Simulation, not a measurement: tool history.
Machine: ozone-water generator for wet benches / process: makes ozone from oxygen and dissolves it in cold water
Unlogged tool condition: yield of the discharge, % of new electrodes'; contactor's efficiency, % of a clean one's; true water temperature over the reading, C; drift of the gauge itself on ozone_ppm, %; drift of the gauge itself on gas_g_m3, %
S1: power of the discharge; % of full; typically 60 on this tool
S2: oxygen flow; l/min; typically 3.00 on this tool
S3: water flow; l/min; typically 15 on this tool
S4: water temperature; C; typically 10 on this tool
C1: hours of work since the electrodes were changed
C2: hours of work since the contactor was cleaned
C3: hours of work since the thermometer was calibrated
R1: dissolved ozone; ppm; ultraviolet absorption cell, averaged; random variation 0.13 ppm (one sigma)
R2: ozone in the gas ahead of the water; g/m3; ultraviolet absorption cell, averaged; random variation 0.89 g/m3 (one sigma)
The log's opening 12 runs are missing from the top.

run	hour	S1	S2	S3	S4	C1	C2	C3	R1	R2
13	2028.1	60	3.00	18	10	5869	5342	4522	10.5	146.3
# hour 2227.8: water thermometer calibrated
14	2227.8	60	3.00	18	10	6059	5533	0	10.7	147.2
15	2368.0	60	3.00	15	10	6193	5667	134	12.5	147.8
16	2578.7	60	3.00	19	10	6394	5868	335	10.1	145.5
17	2697.5	60	3.00	21	10	6508	5981	449	9.3	148.4
18	2843.2	88	3.00	19	12	6647	6120	588	13.7	199.8
19	3039.5	52	5.34	19	12	6834	6308	775	9.6	99.6
20	3207.8	97	4.88	13	16	6995	6469	936	19.7	170.3
21	3383.2	97	4.88	13	16	7163	6636	1104	19.4	166.5
# hour 3522.4: contactor cleaned
22	3567.9	97	4.54	19	16	7335	44	1276	14.8	175.6
23	3755.4	97	4.54	19	16	7514	223	1455	14.7	174.3
24	3914.7	97	4.54	19	16	7667	375	1608	14.8	175.0
25	4111.0	60	1.72	14	14	7854	562	1795	11.2	194.4
26	4332.6	83	1.50	12	10	8066	774	2007	17.4	270.3
27	4477.5	99	4.43	12	10	8204	912	2145	23.2	179.9
28	4648.4	99	4.43	12	10	8367	1076	2308	23.3	178.6
29	4818.5	61	4.69	15	12	8530	1238	2471	13.2	118.6
30	5042.8	45	3.28	15	6	8744	1452	2685	10.6	111.7
31	5246.7	45	3.28	15	6	8939	1647	2880	10.5	111.3
32	5437.7	78	2.25	13	12	9121	1830	3063	16.1	209.5

Below are 4 alternative next runs, each starting from the tool's condition after run 32. Predict each:
A	5633.7	60	2.06	15	10	9309	2017	3250	?	?
B	5633.7	60	3.00	22	10	9309	2017	3250	?	?
C	5633.7	97	2.25	13	12	9309	2017	3250	?	?
D	5633.7	78	4.21	24	6	9309	2017	3250	?	?

run	R1	R2
A	11.7	175.9
B	9.1	147.1
C	19.5	248.0
D	11.1	153.1
The same runs, with their run-to-run variation unchanged, on a tool lacking any hidden condition would have given:
run	R1	R2
A	11.7	176.3
B	9.1	147.4
C	19.5	248.8
D	11.1	153.5

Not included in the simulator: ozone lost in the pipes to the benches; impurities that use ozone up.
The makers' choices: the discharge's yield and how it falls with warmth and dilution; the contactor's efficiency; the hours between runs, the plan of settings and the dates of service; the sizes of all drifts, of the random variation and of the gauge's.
